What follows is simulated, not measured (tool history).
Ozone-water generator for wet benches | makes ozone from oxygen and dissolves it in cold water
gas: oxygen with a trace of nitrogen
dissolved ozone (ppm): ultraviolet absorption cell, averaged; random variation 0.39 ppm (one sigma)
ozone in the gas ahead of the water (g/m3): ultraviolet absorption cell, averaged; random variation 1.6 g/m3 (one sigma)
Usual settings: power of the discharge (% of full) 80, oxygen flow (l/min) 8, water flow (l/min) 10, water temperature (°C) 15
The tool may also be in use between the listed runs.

run,day,power of the discharge (% of full),oxygen flow (l/min),water flow (l/min),water temperature (°C),dissolved ozone (ppm),ozone in the gas ahead of the water (g/m3)
1,0,80,8,10,15,59.2,287.3
2,4.612,80,8,10,15,59.4,293.1
3,7.662,80,8,10,15,59.4,291.7
4,13.608,80,8,10,15,58.9,289.9
# day 17.717: water thermometer calibrated
5,18.646,80,8,10,15,58.7,287.4
6,22.771,80,8,10,15,58.5,288.3
7,25.862,80,8,10,15,58,287.3
8,28.633,80,8,16,15,45.8,287.9
9,31.479,80,8,16,15,45.6,288.9
10,37.525,80,8,10,15,57.5,288.9
# day 41.708: water thermometer calibrated, once more
11,42.708,80,8,8,15,64.5,285.5
12,48.779,80,8,8,15,64,286.2
13,54.6,80,8,8,15,64.7,285.4
14,60.517,80,8,10,15,58.2,286.4
15,63.5,44,6.26,11,18,37.6,222.8
16,68.296,63,8,10,22,41.9,239.2
17,74.183,80,4.7,15,8,58.7,413.7
18,78.508,44,6.95,15,8,35.7,205.6
19,82.133,44,6.95,15,8,35.6,204.3
20,84.971,44,6.95,15,8,35.9,205.1
21,88.096,44,6.95,15,8,35.9,205.9
22,93.612,56,7.52,10,17,43.9,230.6
23,96.15,59,7.52,8,10,58.7,239
24,100.912,59,7.52,8,10,58.4,235
25,104.171,46,10.96,11,10,36.7,155.1
26,106.838,86,8,10,15,59.9,296.1

The next listed run, before its measurement:
27,111.65,86,8,10,15,?,?

dissolved ozone (ppm): 59.7
ozone in the gas ahead of the water (g/m3): 295.7
Without the tool's hidden state the same run would have given dissolved ozone (ppm) 66.1, ozone in the gas ahead of the water (g/m3) 317.4.
